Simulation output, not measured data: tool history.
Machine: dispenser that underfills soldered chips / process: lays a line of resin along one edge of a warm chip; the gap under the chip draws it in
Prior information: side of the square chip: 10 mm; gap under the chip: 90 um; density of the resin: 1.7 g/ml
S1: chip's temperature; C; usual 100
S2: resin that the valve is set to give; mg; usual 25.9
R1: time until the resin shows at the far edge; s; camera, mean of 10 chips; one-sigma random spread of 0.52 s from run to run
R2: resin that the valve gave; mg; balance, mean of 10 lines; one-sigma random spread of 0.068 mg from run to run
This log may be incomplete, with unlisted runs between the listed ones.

run    day   S1    S2    R1     R2
  1      0  100  25.9  67.2  25.83
     0.225  -- new syringe of resin
  2  0.288  100  25.9  44.9  25.75
  3  0.717  100  25.9  70.9  25.69
     0.871  -- new syringe of resin
  4  1.158  100  25.9  56.1  25.56
  5  1.392  100  25.9  73.6  25.46
     1.504  -- new syringe of resin
  6  1.771   99  32.2  56.5  31.69
     2.038  -- dispensing valve cleaned and set on the balance
  7  2.129  114  30.7  52.6  30.67
     2.162  -- new syringe of resin
  8  2.517  100  26.8  61.3   26.7

Run 9, settings as shown, results not yet in. Your forecast:
     2.779  -- new syringe of resin
  9  2.8  105  22.4   ?   ?

Run 9 produced R1 37.4 s, R2 22.43 mg.
On a tool with no hidden condition, and with the same random variation, this run would have come out at R1 37.3 s, R2 22.5 mg.

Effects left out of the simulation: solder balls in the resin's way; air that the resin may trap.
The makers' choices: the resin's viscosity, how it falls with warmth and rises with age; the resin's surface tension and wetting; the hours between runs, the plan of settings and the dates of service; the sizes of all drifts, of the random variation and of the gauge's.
